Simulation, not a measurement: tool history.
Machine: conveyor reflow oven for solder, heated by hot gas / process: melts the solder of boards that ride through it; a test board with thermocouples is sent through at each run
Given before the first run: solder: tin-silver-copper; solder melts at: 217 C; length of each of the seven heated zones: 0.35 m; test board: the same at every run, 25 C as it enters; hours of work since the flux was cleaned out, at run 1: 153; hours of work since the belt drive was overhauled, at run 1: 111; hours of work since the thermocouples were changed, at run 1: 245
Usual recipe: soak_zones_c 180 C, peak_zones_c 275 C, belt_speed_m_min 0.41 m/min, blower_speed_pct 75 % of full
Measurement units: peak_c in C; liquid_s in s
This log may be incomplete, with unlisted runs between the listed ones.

run,hour,soak_zones_c,peak_zones_c,belt_speed_m_min,blower_speed_pct,hours of work since the flux was cleaned out,hours of work since the belt drive was overhauled,hours of work since the thermocouples were changed,peak_c,liquid_s
1,0,180,275,0.41,75,153,111,245,259.2,85.6
2,33.4,180,264,0.41,75,169,127,261,249.4,77.8
3,91.8,180,264,0.41,75,196,155,288,249.1,77.3
4,142.2,187,275,0.41,75,220,179,312,259.8,89.6
5,204.2,187,275,0.41,75,250,209,342,259.6,89.7
6,260.8,185,275,0.41,75,277,235,369,259.4,89
7,307.7,185,275,0.41,79,299,258,391,260,89.2
8,342.3,185,275,0.41,79,316,274,408,259.9,89.1
9,388.8,185,275,0.41,79,338,296,430,259.5,89.2
10,452.4,185,275,0.41,79,368,327,460,259,89.6
11,497.7,180,275,0.41,86,389,348,481,260,86.6
# hour 505.7: flux residue cleaned out of gas plates and filters
12,547.1,180,275,0.41,86,20,369,503,262.1,89.4
13,608.4,180,270,0.41,57,49,398,532,250.2,76.9
14,653.6,180,270,0.41,57,70,420,553,250.1,77.6
15,694.7,165,288,0.41,57,90,439,573,261.9,81
16,749.8,165,272,0.471,58,116,466,599,242.8,51.6
17,808.9,178,272,0.471,73,144,494,627,251.2,67.1
18,835,180,266,0.41,75,157,506,639,250.9,80.3
19,888.7,180,266,0.41,75,182,532,665,250.8,79.8
20,916,180,275,0.432,83,195,545,678,259,82.8
21,966.1,180,275,0.432,83,219,568,702,258.7,82.1

Run by run, hidden condition taken away, random variation retained:
The hidden state here: heat that the gas passes to the board, % of a clean oven's; belt's true speed, % of the reading; true gas temperature in zones 6 and 7 over the reading, C; drift of the gauge itself on peak_c, C; drift of the gauge itself on liquid_s, %.
run,peak_c,liquid_s
1,261.2,87
2,251.4,79.7
3,251.2,79.4
4,262,90.9
5,262,91.1
6,262,90.6
7,262.8,90.7
8,262.8,90.7
9,262.5,90.8
10,262.2,91.3
11,263.5,88.5
12,263.5,89.4
13,251.6,77.5
14,251.6,78.2
15,263.6,81.4
16,244.6,53.1
17,253.3,68.1
18,253,81.3
19,253.1,80.9
20,261.5,83.4
21,261.3,82.9
